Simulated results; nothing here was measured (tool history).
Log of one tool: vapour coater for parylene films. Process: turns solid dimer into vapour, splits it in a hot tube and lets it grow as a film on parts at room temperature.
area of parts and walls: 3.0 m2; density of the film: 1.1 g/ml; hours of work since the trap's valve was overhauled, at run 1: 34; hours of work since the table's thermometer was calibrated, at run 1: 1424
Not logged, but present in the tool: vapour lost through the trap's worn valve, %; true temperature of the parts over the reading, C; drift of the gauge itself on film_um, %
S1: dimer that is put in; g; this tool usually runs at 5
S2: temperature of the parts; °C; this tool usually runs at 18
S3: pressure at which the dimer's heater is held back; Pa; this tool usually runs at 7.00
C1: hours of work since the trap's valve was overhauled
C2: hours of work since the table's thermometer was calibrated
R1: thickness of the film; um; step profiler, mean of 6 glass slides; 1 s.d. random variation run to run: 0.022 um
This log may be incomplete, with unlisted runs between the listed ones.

run,hour,S1,S2,S3,C1,C2,R1
1,0.0,5,18,7.00,34,1424,1.16
2,30.1,5,18,10.99,58,1447,1.09
3,55.5,5,18,7.00,78,1468,1.10
4,84.5,5,18,7.00,101,1491,1.09
5,119.0,5,18,7.00,129,1518,1.05
6,145.7,5,18,7.00,150,1539,1.02
7,181.8,5,18,6.51,179,1568,1.01
8,209.1,5,18,6.51,200,1589,1.02
# hour 227.1: trap's valve overhauled
9,236.4,5,18,6.51,7,1608,1.13
10,278.4,5,18,7.00,41,1641,1.11
11,312.2,5,18,7.00,67,1668,1.04
12,338.4,5,18,9.49,88,1689,0.99
13,383.6,5,18,9.49,124,1725,1.02
14,416.0,5,18,9.49,150,1750,0.99
15,455.8,4,18,7.00,181,1782,0.80
# hour 498.6: trap's valve overhauled
16,506.1,4,18,7.00,6,1819,0.91
# hour 529.2: table's thermometer calibrated
17,535.5,4,18,7.00,28,5,0.94
18,574.2,4,18,7.00,59,36,0.90
19,619.8,5,17,7.00,95,72,1.13
20,669.1,5,17,7.00,134,111,1.10
21,697.7,6,17,7.00,157,134,1.30
22,728.5,6,17,7.00,181,158,1.31
23,756.7,5,18,7.00,204,180,0.99
# hour 770.9: trap's valve overhauled
24,794.0,3,23,3.76,18,207,0.68
25,844.5,7,19,4.08,58,247,1.61
26,894.1,3,12,5.49,98,286,0.79
27,931.5,8,20,2.92,127,316,1.78
28,957.0,8,20,2.92,148,336,1.75
29,998.0,3,27,5.96,180,369,0.54
30,1028.1,7,24,8.88,204,392,1.25
# hour 1042.1: trap's valve overhauled
31,1060.8,7,24,8.88,15,415,1.40
32,1103.4,7,12,4.56,49,449,1.89
33,1136.3,4,18,10.87,75,475,0.87
34,1158.9,7,24,3.90,93,493,1.39
35,1190.2,7,21,3.90,118,518,1.49
36,1223.4,3,21,9.34,144,544,0.59
37,1247.0,3,18,7.00,163,563,0.64
38,1269.1,9,11,2.43,180,580,2.32
# hour 1312.2: trap's valve overhauled
39,1313.9,9,11,2.43,1,613,2.57
40,1358.7,9,11,2.43,37,648,2.49
41,1388.8,3,11,6.45,61,672,0.81
42,1438.0,3,11,6.45,100,711,0.75
43,1488.5,3,11,6.45,140,751,0.77
44,1525.1,4,18,7.00,169,780,0.82
45,1567.9,6,14,4.28,203,814,1.38
# hour 1584.4: trap's valve overhauled
46,1621.4,5,13,5.87,29,853,1.31

Each row is a separate what-if for the run after 46, all from the same tool condition, not one after another. Results?
A,1653.7,5,13,2.43,55,879,?
B,1653.7,2,14,5.14,55,879,?
C,1653.7,5,18,2.70,55,879,?
D,1653.7,3,12,5.87,55,879,?
E,1653.7,5,18,9.13,55,879,?

run,R1
A,1.31
B,0.51
C,1.18
D,0.74
E,1.11
Without the tool's hidden state the same runs would have given:
run,R1
A,1.38
B,0.53
C,1.24
D,0.78
E,1.16
